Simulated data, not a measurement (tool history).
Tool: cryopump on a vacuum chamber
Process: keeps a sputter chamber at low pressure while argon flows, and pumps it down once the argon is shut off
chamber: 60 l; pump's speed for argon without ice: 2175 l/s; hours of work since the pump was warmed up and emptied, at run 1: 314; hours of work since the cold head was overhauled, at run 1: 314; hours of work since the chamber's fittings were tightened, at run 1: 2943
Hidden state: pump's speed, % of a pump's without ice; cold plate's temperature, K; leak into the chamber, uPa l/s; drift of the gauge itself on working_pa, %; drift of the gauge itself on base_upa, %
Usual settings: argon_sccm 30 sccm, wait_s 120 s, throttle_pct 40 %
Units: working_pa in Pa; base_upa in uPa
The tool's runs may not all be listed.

| run | day | argon_sccm | wait_s | throttle_pct | hours of work since the pump was warmed up and emptied | hours of work since the cold head was overhauled | hours of work since the chamber's fittings were tightened | working_pa | base_upa |
|---|---|---|---|---|---|---|---|---|---|
| 1 | 0 | 30 | 120 | 40 | 314 | 314 | 2943 | 0.0662 | 2.08 |
| 2 | 0.517 | 30 | 120 | 40 | 323 | 323 | 2952 | 0.0661 | 2 |
| 3 | 1.138 | 30 | 120 | 40 | 334 | 334 | 2963 | 0.0659 | 2.12 |
| 4 | 1.854 | 30 | 120 | 40 | 347 | 347 | 2976 | 0.0669 | 2.08 |
| 5 | 2.529 | 30 | 120 | 17 | 358 | 358 | 2988 | 0.1449 | 2.12 |
| 6 | 3.275 | 30 | 120 | 17 | 371 | 371 | 3001 | 0.1468 | 2.2 |
| 7 | 3.958 | 30 | 120 | 40 | 383 | 383 | 3013 | 0.0673 | 2.17 |
|  | 4.275 | pump warmed up, emptied and cooled again |
| 8 | 4.792 | 30 | 120 | 40 | 9 | 394 | 3023 | 0.0588 | 1.63 |
| 9 | 5.392 | 30 | 120 | 47 | 19 | 405 | 3034 | 0.0516 | 1.64 |
| 10 | 5.912 | 30 | 120 | 47 | 29 | 414 | 3043 | 0.0502 | 1.65 |
| 11 | 6.362 | 30 | 256 | 47 | 36 | 422 | 3051 | 0.0495 | 1.58 |
| 12 | 7.033 | 30 | 256 | 47 | 48 | 434 | 3063 | 0.0517 | 1.7 |
| 13 | 7.771 | 30 | 120 | 35 | 61 | 446 | 3075 | 0.0681 | 1.7 |
| 14 | 8.525 | 30 | 120 | 35 | 74 | 460 | 3089 | 0.0679 | 1.69 |
| 15 | 9.058 | 30 | 120 | 35 | 84 | 469 | 3098 | 0.0673 | 1.73 |
| 16 | 9.55 | 30 | 40 | 35 | 92 | 477 | 3107 | 0.0681 | 2.08 |
| 17 | 10.05 | 30 | 120 | 19 | 101 | 486 | 3115 | 0.1248 | 1.83 |
| 18 | 10.521 | 30 | 120 | 30 | 109 | 494 | 3123 | 0.0806 | 1.78 |
| 19 | 10.975 | 14 | 56 | 52 | 117 | 502 | 3131 | 0.0221 | 1.96 |
| 20 | 11.371 | 14 | 56 | 52 | 124 | 509 | 3138 | 0.0224 | 1.98 |
| 21 | 12.092 | 17 | 72 | 52 | 137 | 522 | 3151 | 0.0268 | 2.05 |
| 22 | 12.608 | 56 | 220 | 32 | 146 | 531 | 3160 | 0.1423 | 1.87 |
| 23 | 13.008 | 56 | 220 | 20 | 153 | 538 | 3167 | 0.2216 | 1.76 |
| 24 | 13.346 | 14 | 220 | 20 | 158 | 544 | 3173 | 0.0564 | 1.81 |
| 25 | 13.758 | 30 | 284 | 24 | 166 | 551 | 3180 | 0.101 | 1.85 |
| 26 | 14.512 | 56 | 26 | 32 | 179 | 564 | 3193 | 0.1426 | 2.45 |
| 27 | 14.9 | 30 | 32 | 41 | 186 | 571 | 3200 | 0.0603 | 2.3 |
| 28 | 15.375 | 58 | 43 | 50 | 194 | 579 | 3208 | 0.0983 | 2.26 |
| 29 | 15.904 | 39 | 66 | 36 | 203 | 588 | 3218 | 0.0899 | 2.09 |
| 30 | 16.396 | 13 | 120 | 22 | 212 | 597 | 3226 | 0.0473 | 1.97 |
| 31 | 16.817 | 38 | 70 | 23 | 219 | 604 | 3233 | 0.1345 | 2.14 |
| 32 | 17.167 | 15 | 93 | 26 | 225 | 610 | 3240 | 0.0466 | 2.09 |
| 33 | 17.525 | 15 | 131 | 30 | 231 | 617 | 3246 | 0.0417 | 2.08 |

4 ways to go on from here, each from the tool as it stands after run 33. What would each give?
| A | 18.108 | 15 | 120 | 30 | 242 | 627 | 3256 | ? | ? |
| B | 18.108 | 21 | 131 | 23 | 242 | 627 | 3256 | ? | ? |
| C | 18.108 | 15 | 116 | 37 | 242 | 627 | 3256 | ? | ? |
| D | 18.108 | 15 | 105 | 30 | 242 | 627 | 3256 | ? | ? |

| run | working_pa | base_upa |
|---|---|---|
| A | 0.0407 | 2.08 |
| B | 0.0749 | 2.01 |
| C | 0.034 | 2.06 |
| D | 0.0414 | 2.04 |
Without the tool's hidden state the same runs would have given:
| run | working_pa | base_upa |
|---|---|---|
| A | 0.0381 | 0.26 |
| B | 0.0712 | 0.24 |
| C | 0.0314 | 0.29 |
| D | 0.0387 | 0.26 |

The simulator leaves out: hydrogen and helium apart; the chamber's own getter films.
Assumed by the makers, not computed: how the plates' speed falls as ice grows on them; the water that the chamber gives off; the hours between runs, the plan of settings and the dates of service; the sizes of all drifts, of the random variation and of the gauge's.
